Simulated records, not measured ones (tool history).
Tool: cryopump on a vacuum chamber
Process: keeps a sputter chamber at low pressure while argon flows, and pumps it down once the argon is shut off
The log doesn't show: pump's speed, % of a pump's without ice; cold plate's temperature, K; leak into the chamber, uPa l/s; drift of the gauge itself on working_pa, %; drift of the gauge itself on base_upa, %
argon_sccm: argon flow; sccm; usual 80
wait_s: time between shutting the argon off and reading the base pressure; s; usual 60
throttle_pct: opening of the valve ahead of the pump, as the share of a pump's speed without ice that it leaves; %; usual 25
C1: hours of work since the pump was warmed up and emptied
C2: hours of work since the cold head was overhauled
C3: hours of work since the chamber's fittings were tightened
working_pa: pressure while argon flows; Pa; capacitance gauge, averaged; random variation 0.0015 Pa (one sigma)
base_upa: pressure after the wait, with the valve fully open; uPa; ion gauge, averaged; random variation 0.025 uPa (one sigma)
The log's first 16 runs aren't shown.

Run 17, hour 199.4: usual settings but wait_s 145 s; C1 260; C2 260; C3 202. Result: working_pa 0.4355 Pa, base_upa 0.89 uPa.
Run 18, hour 214.4: usual settings but argon_sccm 143 sccm, wait_s 52 s, throttle_pct 29 %; C1 268; C2 268; C3 209. Result: working_pa 0.6747 Pa, base_upa 1.81 uPa.
Run 19, hour 221.6: usual settings but argon_sccm 37 sccm, wait_s 236 s, throttle_pct 24 %; C1 272; C2 272; C3 213. Result: working_pa 0.2086 Pa, base_upa 0.69 uPa.
Run 20, hour 233.6: usual settings but argon_sccm 37 sccm, wait_s 236 s, throttle_pct 24 %; C1 278; C2 278; C3 219. Result: working_pa 0.2087 Pa, base_upa 0.69 uPa.
Run 21, hour 245.3: usual settings but argon_sccm 147 sccm, wait_s 32 s, throttle_pct 26 %; C1 284; C2 284; C3 226. Result: working_pa 0.776 Pa, base_upa 2.78 uPa.
Run 22, hour 259.2: usual settings but argon_sccm 147 sccm, wait_s 32 s, throttle_pct 26 %; C1 292; C2 292; C3 233. Result: working_pa 0.7683 Pa, base_upa 2.79 uPa.
Run 23, hour 273.5: usual settings but argon_sccm 85 sccm, wait_s 292 s, throttle_pct 21 %; C1 299; C2 299; C3 240. Result: working_pa 0.5458 Pa, base_upa 0.63 uPa.
Run 24, hour 287.2: usual settings but argon_sccm 41 sccm, wait_s 153 s, throttle_pct 59 %; C1 306; C2 306; C3 247. Result: working_pa 0.0986 Pa, base_upa 0.86 uPa.
Run 25, hour 302.9: usual settings but argon_sccm 41 sccm, wait_s 153 s, throttle_pct 59 %; C1 314; C2 314; C3 255. Result: working_pa 0.0988 Pa, base_upa 0.86 uPa.
Run 26, hour 311.4: usual settings but argon_sccm 134 sccm, wait_s 70 s, throttle_pct 28 %; C1 319; C2 319; C3 260. Result: working_pa 0.6579 Pa, base_upa 1.44 uPa.
Run 27, hour 318.6: usual settings but argon_sccm 98 sccm, wait_s 28 s, throttle_pct 17 %; C1 322; C2 322; C3 264. Result: working_pa 0.7837 Pa, base_upa 3.12 uPa.

The next listed run, before its measurement:
Run 28, hour 331.9: usual settings but argon_sccm 121 sccm, wait_s 20 s, throttle_pct 34 %; C1 329; C2 329; C3 270. Result: working_pa ?, base_upa ?.

{"run 28": {"working_pa": 0.4954, "base_upa": 4.22}}
Without the tool's hidden state the same run would have given working_pa 0.4751 Pa, base_upa 4.08 uPa.
